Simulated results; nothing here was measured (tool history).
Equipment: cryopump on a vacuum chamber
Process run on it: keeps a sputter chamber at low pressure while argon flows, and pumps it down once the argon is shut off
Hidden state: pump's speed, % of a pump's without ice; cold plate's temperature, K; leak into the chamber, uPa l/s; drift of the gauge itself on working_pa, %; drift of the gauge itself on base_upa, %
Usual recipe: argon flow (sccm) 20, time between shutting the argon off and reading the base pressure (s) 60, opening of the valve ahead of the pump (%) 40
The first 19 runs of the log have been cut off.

run	day	argon flow (sccm)	time between shutting the argon off and reading the base pressure (s)	opening of the valve ahead of the pump (%)	hours of work since the pump was warmed up and emptied	hours of work since the cold head was overhauled	hours of work since the chamber's fittings were tightened	pressure while argon flows (Pa)	pressure after the wait (uPa)
20	12.392	20	176	42	190	190	1484	0.0393	0.80
21	12.967	26	78	25	196	196	1490	0.0851	1.01
22	13.667	26	78	25	203	203	1497	0.0845	1.07
23	14.075	13	60	30	208	208	1501	0.0360	1.13
24	14.554	10	37	40	212	212	1506	0.0216	1.47
25	15.229	10	37	40	220	220	1513	0.0217	1.46
26	15.642	11	30	36	224	224	1518	0.0253	1.65
27	16.383	11	30	36	232	232	1525	0.0261	1.66
28	17.154	11	30	36	240	240	1533	0.0242	1.71
29	17.567	11	30	36	244	244	1538	0.0255	1.68
30	17.954	39	60	29	248	248	1542	0.1113	1.13
31	18.846	39	60	20	257	257	1551	0.1594	1.19
32	19.538	39	60	20	265	265	1558	0.1592	1.20
33	20.467	33	60	19	274	274	1568	0.1417	1.16
34	21.383	10	205	21	284	284	1577	0.0395	0.87

Predict the results of run 35:
35	21.888	10	205	21	289	289	1583	?	?

{"run 35": {"pressure while argon flows (Pa)": 0.0395, "pressure after the wait (uPa)": 0.83}}
Without the tool's hidden state the same run would have given pressure while argon flows (Pa) 0.0377, pressure after the wait (uPa) 0.29.

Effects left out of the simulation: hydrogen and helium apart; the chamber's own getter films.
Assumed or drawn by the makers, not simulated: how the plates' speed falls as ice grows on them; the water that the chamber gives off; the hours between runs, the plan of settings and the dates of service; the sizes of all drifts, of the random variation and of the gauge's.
